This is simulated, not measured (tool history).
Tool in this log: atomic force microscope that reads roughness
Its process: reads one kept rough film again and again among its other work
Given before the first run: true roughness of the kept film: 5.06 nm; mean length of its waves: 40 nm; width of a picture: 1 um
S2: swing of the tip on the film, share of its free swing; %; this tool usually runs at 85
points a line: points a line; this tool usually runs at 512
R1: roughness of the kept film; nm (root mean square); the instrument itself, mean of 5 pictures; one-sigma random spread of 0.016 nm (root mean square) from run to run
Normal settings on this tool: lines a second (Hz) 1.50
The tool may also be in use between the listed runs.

{"run": 1, "hour": 0.0, "lines a second (Hz)": 1.5, "S2": 85, "points a line": 512, "R1": 3.764}
{"run": 2, "hour": 45.6, "lines a second (Hz)": 1.5, "S2": 85, "points a line": 512, "R1": 3.736}
{"run": 3, "hour": 81.0, "lines a second (Hz)": 1.5, "S2": 85, "points a line": 266, "R1": 3.732}
{"run": 4, "hour": 104.1, "lines a second (Hz)": 1.5, "S2": 85, "points a line": 266, "R1": 3.736}
{"run": 5, "hour": 128.0, "lines a second (Hz)": 1.5, "S2": 70, "points a line": 512, "R1": 4.098}
{"hour": 161.2, "done": "new tip fitted"}
{"run": 6, "hour": 168.8, "lines a second (Hz)": 1.5, "S2": 85, "points a line": 512, "R1": 3.737}
{"run": 7, "hour": 201.8, "lines a second (Hz)": 1.5, "S2": 85, "points a line": 512, "R1": 3.769}
{"run": 8, "hour": 226.6, "lines a second (Hz)": 1.5, "S2": 85, "points a line": 335, "R1": 3.723}
{"run": 9, "hour": 275.1, "lines a second (Hz)": 1.5, "S2": 85, "points a line": 335, "R1": 3.756}
{"run": 10, "hour": 308.1, "lines a second (Hz)": 1.5, "S2": 85, "points a line": 335, "R1": 3.755}
{"run": 11, "hour": 348.1, "lines a second (Hz)": 1.5, "S2": 85, "points a line": 512, "R1": 3.763}
{"hour": 371.2, "done": "new tip fitted"}
{"run": 12, "hour": 384.2, "lines a second (Hz)": 1.5, "S2": 85, "points a line": 512, "R1": 3.758}
{"run": 13, "hour": 427.7, "lines a second (Hz)": 2.05, "S2": 73, "points a line": 512, "R1": 3.925}
{"run": 14, "hour": 447.8, "lines a second (Hz)": 2.84, "S2": 73, "points a line": 512, "R1": 3.755}
{"run": 15, "hour": 469.4, "lines a second (Hz)": 0.87, "S2": 71, "points a line": 744, "R1": 4.26}
{"run": 16, "hour": 493.5, "lines a second (Hz)": 0.78, "S2": 85, "points a line": 512, "R1": 4.083}
{"run": 17, "hour": 531.6, "lines a second (Hz)": 1.06, "S2": 58, "points a line": 512, "R1": 4.338}

Run 18 has not been measured yet. What should we expect?
{"run": 18, "hour": 568.6, "lines a second (Hz)": 1.06, "S2": 58, "points a line": 512, "R1": "?"}

Logged for run 18: R1 4.327 nm (root mean square).
With no hidden state in the tool, this same run would have given R1 4.347 nm (root mean square).

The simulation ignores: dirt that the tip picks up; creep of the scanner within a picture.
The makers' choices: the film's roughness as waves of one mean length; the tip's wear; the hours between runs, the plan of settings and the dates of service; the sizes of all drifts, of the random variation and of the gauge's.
